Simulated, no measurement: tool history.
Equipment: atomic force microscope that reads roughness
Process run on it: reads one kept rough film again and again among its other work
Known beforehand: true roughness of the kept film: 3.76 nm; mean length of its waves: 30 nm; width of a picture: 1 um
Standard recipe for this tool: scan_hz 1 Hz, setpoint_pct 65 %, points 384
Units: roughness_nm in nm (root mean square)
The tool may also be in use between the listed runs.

run	day	scan_hz	setpoint_pct	points	roughness_nm
1	0	1	65	384	2.489
2	0.192	1	65	448	2.454
# day 0.371: new tip fitted
3	0.408	1	65	384	2.991
4	0.729	1	68	384	2.94
5	1.133	1	68	384	2.914
6	1.312	1	68	384	2.853
7	1.754	1	68	384	2.835
8	2.079	1	65	384	2.839
9	2.362	1	74	384	2.736
10	2.742	2.1	74	384	2.474
11	3.171	0.7	65	263	2.755
12	3.421	1.58	58	384	2.693
13	3.775	0.55	76	617	2.678
14	4.212	0.55	76	421	2.642
15	4.646	2.79	65	258	2.366
16	4.838	1	61	384	2.606
17	5.067	2.61	65	384	2.38

Below are 5 alternative next runs, each starting from the tool's condition after run 17. Predict each:
A	5.467	1.01	65	405	?
B	5.467	1.27	60	384	?
C	5.467	3.42	58	384	?
D	5.467	0.55	64	722	?
E	5.467	1.28	65	384	?

run	roughness_nm
A	2.55
B	2.533
C	2.422
D	2.628
E	2.5
Stripped of hidden state, with their random variation kept, the same runs would have yielded:
run	roughness_nm
A	3.066
B	3.047
C	2.912
D	3.161
E	3.006
